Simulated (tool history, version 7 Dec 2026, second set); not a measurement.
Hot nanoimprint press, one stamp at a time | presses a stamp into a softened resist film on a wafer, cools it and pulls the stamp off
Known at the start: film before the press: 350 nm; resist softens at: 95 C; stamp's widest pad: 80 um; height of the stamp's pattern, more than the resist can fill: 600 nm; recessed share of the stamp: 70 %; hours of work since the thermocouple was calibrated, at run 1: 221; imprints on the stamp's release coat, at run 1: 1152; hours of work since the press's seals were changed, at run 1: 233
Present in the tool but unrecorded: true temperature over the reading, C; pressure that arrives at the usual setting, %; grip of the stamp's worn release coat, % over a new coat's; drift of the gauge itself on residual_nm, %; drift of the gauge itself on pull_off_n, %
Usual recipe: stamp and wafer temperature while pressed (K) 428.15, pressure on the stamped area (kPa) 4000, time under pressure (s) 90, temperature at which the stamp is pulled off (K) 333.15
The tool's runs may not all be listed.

run	hour	stamp and wafer temperature while pressed (K)	pressure on the stamped area (kPa)	time under pressure (s)	temperature at which the stamp is pulled off (K)	hours of work since the thermocouple was calibrated	imprints on the stamp's release coat	hours of work since the press's seals were changed	resist left under the stamp's widest pad (Å)	greatest force while the stamp is pulled off (N)
1	0.0	428.15	4000	90	333.15	221	1152	233	1774	160
2	7.3	428.15	4000	128	333.15	224	1175	236	1550	162
3	25.0	428.15	3670	90	333.15	231	1232	244	1832	166
4	37.0	428.15	4000	90	333.15	237	1270	249	1773	169
5	44.4	428.15	4000	90	333.15	240	1294	253	1775	170
6	55.3	428.15	4000	90	333.15	245	1329	257	1790	168
7	67.4	428.15	4000	90	333.15	250	1367	263	1764	174
8	83.2	428.15	4000	90	322.15	257	1418	270	1771	228
9	93.8	428.15	4000	90	322.15	262	1452	274	1777	216
10	101.5	428.15	4000	90	322.15	265	1477	278	1780	229
11	110.6	428.15	4000	90	322.15	269	1506	282	1779	223
12	122.8	428.15	4000	90	321.15	274	1545	287	1767	236
13	134.8	438.15	4000	90	333.15	280	1584	292	1036	184
14	145.7	438.15	4000	90	330.15	284	1618	297	1031	203

What will run 15 give?
15	153.2	438.15	4000	90	330.15	288	1642	300	?	?

resist left under the stamp's widest pad (Å): 1035
greatest force while the stamp is pulled off (N): 204
Were there no unlogged condition in the tool, this run, its random variation unchanged, would have produced resist left under the stamp's widest pad (Å) 973, greatest force while the stamp is pulled off (N) 105.

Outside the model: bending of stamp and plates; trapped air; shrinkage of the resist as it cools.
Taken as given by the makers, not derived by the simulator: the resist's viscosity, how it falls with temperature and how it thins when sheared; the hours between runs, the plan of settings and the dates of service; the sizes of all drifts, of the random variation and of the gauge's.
